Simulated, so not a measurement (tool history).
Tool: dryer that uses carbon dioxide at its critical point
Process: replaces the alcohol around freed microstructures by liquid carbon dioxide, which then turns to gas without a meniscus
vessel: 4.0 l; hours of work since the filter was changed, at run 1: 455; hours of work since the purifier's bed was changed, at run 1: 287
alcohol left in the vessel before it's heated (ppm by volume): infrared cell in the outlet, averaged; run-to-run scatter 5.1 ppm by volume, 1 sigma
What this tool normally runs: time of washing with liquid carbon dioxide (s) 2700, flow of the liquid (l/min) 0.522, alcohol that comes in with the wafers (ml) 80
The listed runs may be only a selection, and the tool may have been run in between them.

run	hour	time of washing with liquid carbon dioxide (s)	flow of the liquid (l/min)	alcohol that comes in with the wafers (ml)	hours of work since the filter was changed	hours of work since the purifier's bed was changed	alcohol left in the vessel before it's heated (ppm by volume)
1	0	2700	0.522	80	455	287	214
2	24.2	1920	0.522	80	470	303	727
3	36.3	2700	0.522	80	478	311	235
4	55	2700	0.522	80	490	323	235
5	70.6	2700	0.522	56	501	333	191
6	90.2	2700	0.522	56	513	346	191
7	109.2	2700	0.522	80	526	358	260
# hour 115.3: inlet filter changed
8	130.4	3540	0.522	80	10	372	90
9	149.4	3540	0.522	80	22	384	94
10	160.9	3540	0.522	80	30	391	86
11	185.8	3540	0.522	80	46	408	98
12	209.3	3540	0.522	80	61	423	102
13	226.1	3300	0.327	70	72	434	355
14	243.5	2280	0.327	70	84	445	1063
15	267.5	3180	0.714	22	99	461	91
16	283.5	3900	0.529	80	110	471	105
17	306.3	2040	0.529	20	124	486	181
18	325.3	2040	0.529	20	137	499	179
19	347.1	2040	0.529	20	151	513	197
20	372.9	2040	0.529	20	168	530	186
21	398.1	2040	0.529	20	184	546	198

How the hidden state differs across the entries between the runs, from the last listed run before each to the first after it:
Between runs 7 and 8: inlet filter changed (hour 115.3)
  flow that reaches the vessel past the clogged filter, %: 83.9 -> 99.4; alcohol in the recycled carbon dioxide, ppm: 70.4 -> 73.1
  measured result minus the result with no hidden state, alcohol left in the vessel before it's heated (ppm by volume): +178 -> +71

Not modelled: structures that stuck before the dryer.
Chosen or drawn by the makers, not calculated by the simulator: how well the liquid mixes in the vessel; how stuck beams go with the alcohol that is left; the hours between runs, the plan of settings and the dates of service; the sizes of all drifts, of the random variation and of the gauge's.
